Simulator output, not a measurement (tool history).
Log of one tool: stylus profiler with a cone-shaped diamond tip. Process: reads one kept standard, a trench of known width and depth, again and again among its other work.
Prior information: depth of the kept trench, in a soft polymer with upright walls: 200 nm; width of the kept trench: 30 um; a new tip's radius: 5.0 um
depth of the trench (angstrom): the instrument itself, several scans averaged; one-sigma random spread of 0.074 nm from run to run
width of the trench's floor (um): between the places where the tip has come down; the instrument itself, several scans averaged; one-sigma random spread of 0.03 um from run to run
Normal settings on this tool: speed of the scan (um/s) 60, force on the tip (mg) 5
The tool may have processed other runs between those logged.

run    hour  speed of the scan (um/s)  force on the tip (mg)  depth of the trench (angstrom)  width of the trench's floor (um)
  1       0                        60                      5                          2045.2                             26.82
  2    28.2                        60                      5                          2044.3                             26.73
  3    60.3                        60                      5                          2044.5                             26.81
  4    81.9                        60                      5                          2044.1                             26.74
  5   115.4                        60                      5                          2045.3                              26.8
  6   133.5                        60                      5                          2044.6                             26.73
  7     161                        64                      5                          2046.1                             26.78
  8   192.3                        64                    5.7                          2049.1                             26.75
  9   211.9                        60                      5                          2045.5                             26.71
 10   230.2                        60                   3.27                          2036.4                             26.74
 11   262.4                        60                   3.27                          2034.3                              26.7
 12   298.3                        60                      5                          2047.6                             26.67
 13   320.5                        60                      5                            2047                             26.73
 14     358                        60                      5                          2047.1                             26.65
      360.9  -- height scale calibrated on a step standard
 15   384.4                       209                      5                          2051.7                             26.37
 16   421.3                       209                   10.9                          2079.3                             26.48
 17   444.5                        60                      5                          2051.3                             26.67
 18   484.6                        60                      5                          2050.3                             26.69
 19   504.7                        60                      5                          2051.5                             26.64
 20   536.4                        67                   1.75                          2030.1                             26.58
 21   557.5                        41                   4.75                          2051.2                             26.65
      565.2  -- height scale calibrated on a step standard, once more
 22   584.1                        33                   8.95                          2060.6                             26.73
 23   615.7                       192                   2.07                          2022.9                             26.14
 24   644.4                        22                   1.82                          2021.8                             26.63
 25   668.9                        83                   3.19                          2029.2                              26.5
 26   695.5                        40                   2.85                          2028.9                             26.59
 27   719.6                        40                   2.85                          2028.7                             26.61
 28   753.6                        22                   2.85                          2029.3                             26.67
 29   787.6                        54                   2.16                            2026                             26.51
 30     815                        54                   2.16                          2024.4                             26.51
 31   854.3                        54                   2.16                          2024.3                             26.54
 32   890.9                       157                      5                          2041.6                             26.32
 33   917.9                        29                    2.7                          2028.7                             26.56
 34   950.8                        21                   4.03                          2037.7                             26.62
 35   982.7                        21                   4.03                          2036.7                              26.6
 36  1010.8                        18                    1.9                          2023.6                             26.63
 37  1027.7                       129                  10.39                          2068.3                             26.46
 38  1064.1                        48                   8.95                          2062.2                             26.58

4 options for the next run, each taken on its own from the tool as it stands now. Forecast them:
  A  1090.5                        56                   3.06                               ?                                 ?
  B  1090.5                        32                   4.11                               ?                                 ?
  C  1090.5                        85                   2.92                               ?                                 ?
  D  1090.5                        82                  11.26                               ?                                 ?

run  depth of the trench (angstrom)  width of the trench's floor (um)
  A                          2031.5                             26.46
  B                          2039.2                             26.57
  C                          2030.7                             26.39
  D                          2073.5                             26.43
What these runs would have given with no unlogged condition in the tool:
run  depth of the trench (angstrom)  width of the trench's floor (um)
  A                          2029.1                             27.03
  B                          2036.8                             27.14
  C                          2028.3                             26.96
  D                          2071.1                                27
